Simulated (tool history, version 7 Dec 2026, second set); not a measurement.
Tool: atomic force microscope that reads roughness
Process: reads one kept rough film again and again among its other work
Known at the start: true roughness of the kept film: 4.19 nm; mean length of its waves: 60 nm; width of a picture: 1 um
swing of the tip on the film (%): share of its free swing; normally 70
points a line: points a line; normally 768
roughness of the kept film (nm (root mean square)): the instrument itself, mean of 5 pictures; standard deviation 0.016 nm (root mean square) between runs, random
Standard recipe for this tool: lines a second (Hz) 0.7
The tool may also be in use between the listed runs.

run   hour  lines a second (Hz)  swing of the tip on the film (%)  points a line  roughness of the kept film (nm (root mean square))
  1      0                  0.7                                70            768                                               3.879
  2   20.1                  0.7                                70            768                                               3.914
  3   43.1                  0.7                                70            768                                               3.915
  4   55.9                  0.7                                70            768                                               3.914
  5   71.1                  0.7                                70            768                                               3.903
  6   87.2                0.633                                70            768                                               3.945
  7    109                0.633                                70            768                                               3.952
  8  119.5                0.633                                70            768                                               3.914
  9    131                  0.7                                70            768                                               3.894
 10  150.1                  0.7                                70            768                                               3.926
 11  161.2                  0.7                                70            768                                               3.917
 12  181.2                0.574                                70            768                                               3.947
 13  198.3                  0.7                                78            768                                               3.834
 14  221.5                  0.7                                78            768                                               3.833
 15  245.4                  0.7                                78            768                                               3.825
 16  259.7                  0.7                                78            768                                               3.847
 17  282.2                  0.7                                70            768                                                3.93
 18  295.4                  0.7                                70            768                                                3.89
 19  318.3                  0.7                                70            604                                               3.946
 20  335.8                  0.7                                70            604                                                3.91
 21  353.1                  0.7                                70            768                                               3.914
 22  371.4                  0.7                                87            407                                               3.716
 23  387.5                  0.7                                89            379                                               3.692
 24  409.1                  0.7                                83            768                                               3.779
 25  424.1                1.584                                64            533                                               3.812
 26  440.8                3.549                                79            392                                               3.102
 27  458.9                2.339                                70            409                                               3.618
 28  482.3                2.339                                70            409                                               3.608
 29  496.2                2.339                                70            409                                               3.615
 30  518.9                2.339                                70            409                                               3.602
 31  534.4                1.139                                88            311                                               3.544
 32  557.9                0.686                                88            285                                               3.707
 33  577.7                 2.41                                70            768                                               3.593
 34  589.4                0.882                                57            711                                               4.006
 35  609.5                0.601                                72            274                                               3.937
 36  623.2                0.513                                82            272                                               3.861
 37  643.5                0.557                                62            962                                               3.994
 38  659.9                0.578                                66            462                                               3.975
 39  677.1                3.641                                66            462                                               3.508
 40  700.4                3.641                                66            462                                               3.511
 41  720.4                3.641                                66            462                                               3.524
 42  730.9                0.993                                66            785                                                 3.9

Not shown: 10 entries that the log had between the listed runs. Between which runs, and how does the tool's hidden state differ before and after?
Run 2 -> run 3: new tip fitted (hour 28.6)
  radius of the tip, nm: 7.6 -> 7.1
Run 6 -> run 7: new tip fitted (hour 100.7)
  radius of the tip, nm: 7.5 -> 7.1
Run 11 -> run 12: new tip fitted (hour 172.8)
  radius of the tip, nm: 7.5 -> 7.1
Run 14 -> run 15: new tip fitted (hour 244.2)
  radius of the tip, nm: 7.5 -> 7
Run 18 -> run 19: new tip fitted (hour 315.7)
  radius of the tip, nm: 7.5 -> 7
Run 22 -> run 23: new tip fitted (hour 387.5)
  radius of the tip, nm: 7.5 -> 7
Run 26 -> run 27: new tip fitted (hour 458.9)
  radius of the tip, nm: 7.5 -> 7
Run 30 -> run 31: new tip fitted (hour 529.8)
  radius of the tip, nm: 7.6 -> 7.1
Run 34 -> run 35: new tip fitted (hour 601)
  radius of the tip, nm: 7.5 -> 7.1
Run 38 -> run 39: new tip fitted (hour 672.9)
  radius of the tip, nm: 7.5 -> 7
